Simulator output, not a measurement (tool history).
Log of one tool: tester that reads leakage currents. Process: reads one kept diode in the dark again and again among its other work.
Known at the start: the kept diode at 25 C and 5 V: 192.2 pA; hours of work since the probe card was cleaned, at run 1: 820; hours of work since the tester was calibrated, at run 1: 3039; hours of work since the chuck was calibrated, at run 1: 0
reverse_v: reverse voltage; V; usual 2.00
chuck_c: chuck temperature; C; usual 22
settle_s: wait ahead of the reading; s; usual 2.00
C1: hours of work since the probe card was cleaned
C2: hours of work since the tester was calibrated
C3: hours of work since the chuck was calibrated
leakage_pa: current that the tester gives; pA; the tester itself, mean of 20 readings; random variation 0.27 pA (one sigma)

Run 1, hour 0.0: usual settings; C1 820; C2 3039; C3 0. Result: leakage_pa 91.54 pA.
Run 2, hour 108.8: usual settings; C1 899; C2 3118; C3 78. Result: leakage_pa 93.59 pA.
Run 3, hour 197.2: usual settings; C1 962; C2 3181; C3 142. Result: leakage_pa 95.50 pA.
Run 4, hour 298.8: usual settings; C1 1035; C2 3254; C3 215. Result: leakage_pa 97.06 pA.
Run 5, hour 393.6: usual settings but chuck_c 53 C; C1 1104; C2 3323; C3 283. Result: leakage_pa 1302.50 pA.
Run 6, hour 532.3: usual settings; C1 1203; C2 3422; C3 383. Result: leakage_pa 102.48 pA.
Run 7, hour 620.2: usual settings; C1 1267; C2 3486; C3 446. Result: leakage_pa 103.49 pA.
Run 8, hour 760.6: usual settings; C1 1368; C2 3587; C3 547. Result: leakage_pa 107.59 pA.
Run 9, hour 846.3: usual settings; C1 1429; C2 3648; C3 609. Result: leakage_pa 109.47 pA.
Run 10, hour 975.6: usual settings but reverse_v 5.63 V; C1 1523; C2 3742; C3 702. Result: leakage_pa 199.38 pA.
Run 11, hour 1080.0: usual settings but reverse_v 8.89 V; C1 1598; C2 3817; C3 777. Result: leakage_pa 264.57 pA.
At hour 1134.3: chuck's temperature calibrated.
Run 12, hour 1174.5: usual settings but reverse_v 8.89 V; C1 1664; C2 3883; C3 29. Result: leakage_pa 217.04 pA.
Run 13, hour 1297.2: usual settings but reverse_v 8.89 V; C1 1753; C2 3972; C3 117. Result: leakage_pa 221.63 pA.
Run 14, hour 1370.6: usual settings but chuck_c 42 C; C1 1805; C2 4024; C3 170. Result: leakage_pa 530.90 pA.
Run 15, hour 1491.0: usual settings but reverse_v 17.08 V; C1 1892; C2 4111; C3 257. Result: leakage_pa 338.66 pA.
Run 16, hour 1608.8: usual settings but reverse_v 17.08 V; C1 1977; C2 4196; C3 341. Result: leakage_pa 348.51 pA.
Run 17, hour 1732.6: usual settings but reverse_v 17.08 V; C1 2066; C2 4285; C3 431. Result: leakage_pa 356.01 pA.
Run 18, hour 1867.2: usual settings but reverse_v 17.08 V; C1 2163; C2 4382; C3 527. Result: leakage_pa 368.41 pA.
Run 19, hour 1976.8: usual settings but reverse_v 17.08 V; C1 2242; C2 4461; C3 606. Result: leakage_pa 376.86 pA.
Run 20, hour 2048.1: usual settings but reverse_v 17.08 V; C1 2293; C2 4512; C3 658. Result: leakage_pa 383.12 pA.
Run 21, hour 2144.2: usual settings but reverse_v 10.01 V; C1 2362; C2 4581; C3 727. Result: leakage_pa 284.43 pA.
At hour 2271.3: probe card cleaned and baked.
At hour 2273.3: chuck's temperature calibrated.
Run 22, hour 2275.2: usual settings but reverse_v 10.01 V; C1 1; C2 4672; C3 1. Result: leakage_pa 218.37 pA.
Run 23, hour 2374.4: usual settings but reverse_v 7.72 V, settle_s 2.94 s; C1 73; C2 4743; C3 73. Result: leakage_pa 192.84 pA.
Run 24, hour 2447.5: usual settings but settle_s 4.81 s; C1 125; C2 4796; C3 125. Result: leakage_pa 93.34 pA.
Run 25, hour 2588.9: usual settings but reverse_v 18.09 V, chuck_c 38 C, settle_s 0.49 s; C1 227; C2 4898; C3 227. Result: leakage_pa 1307.26 pA.
Run 26, hour 2733.3: usual settings but reverse_v 8.05 V, chuck_c 49 C, settle_s 6.15 s; C1 331; C2 5002; C3 331. Result: leakage_pa 2053.91 pA.
Run 27, hour 2821.7: usual settings but reverse_v 13.20 V, chuck_c 27 C, settle_s 0.73 s; C1 395; C2 5065; C3 395. Result: leakage_pa 453.22 pA.
Run 28, hour 2911.4: usual settings but reverse_v 13.20 V, chuck_c 57 C, settle_s 3.12 s; C1 459; C2 5130; C3 459. Result: leakage_pa 5082.53 pA.
Run 29, hour 2999.6: usual settings but reverse_v 1.82 V, chuck_c 57 C, settle_s 3.12 s; C1 523; C2 5193; C3 523. Result: leakage_pa 1746.61 pA.
Run 30, hour 3118.9: usual settings but chuck_c 28 C, settle_s 2.58 s; C1 609; C2 5279; C3 609. Result: leakage_pa 183.95 pA.
At hour 3132.5: tester calibrated.
Run 31, hour 3235.6: usual settings but reverse_v 3.89 V, chuck_c 42 C, settle_s 2.55 s; C1 691; C2 74; C3 691. Result: leakage_pa 849.01 pA.
Run 32, hour 3352.9: usual settings but reverse_v 3.89 V, chuck_c 42 C, settle_s 2.55 s; C1 776; C2 159; C3 776. Result: leakage_pa 865.30 pA.
At hour 3408.8: chuck's temperature calibrated.
Run 33, hour 3466.3: usual settings but reverse_v 8.73 V, chuck_c 40 C, settle_s 1.32 s; C1 856; C2 239; C3 41. Result: leakage_pa 965.43 pA.
Run 34, hour 3562.2: usual settings but settle_s 1.38 s; C1 925; C2 308; C3 110. Result: leakage_pa 92.49 pA.

Hidden state at the last listed run before each entry between runs and at the first one after, where it differs:
Between runs 11 and 12: chuck's temperature calibrated (hour 1134.3)
  stray current of the dirty probe card, pA a volt: 1.424 -> 1.486; current scale over the true one, %: 1.47 -> 1.5; true chuck temperature over the reading, C: 2.29 -> 0
  measured less the result without the state, leakage_pa: +63.34 -> +16.26 pA
Between runs 21 and 22: probe card cleaned and baked (hour 2271.3); chuck's temperature calibrated (hour 2273.3)
  stray current of the dirty probe card, pA a volt: 2.132 -> 0.023; current scale over the true one, %: 1.75 -> 1.78; true chuck temperature over the reading, C: 2.09 -> 0
  measured less the result without the state, leakage_pa: +70.93 -> +3.78 pA
Between runs 30 and 31: tester calibrated (hour 3132.5)
  stray current of the dirty probe card, pA a volt: 0.571 -> 0.649; current scale over the true one, %: 2 -> -0.09; true chuck temperature over the reading, C: 1.75 -> 1.98
  measured less the result without the state, leakage_pa: +30.33 -> +126.69 pA
Between runs 32 and 33: chuck's temperature calibrated (hour 3408.8)
  stray current of the dirty probe card, pA a volt: 0.723 -> 0.805; current scale over the true one, %: -0.06 -> -0.04; true chuck temperature over the reading, C: 2.23 -> 0.01
  measured less the result without the state, leakage_pa: +144.01 -> +6.94 pA
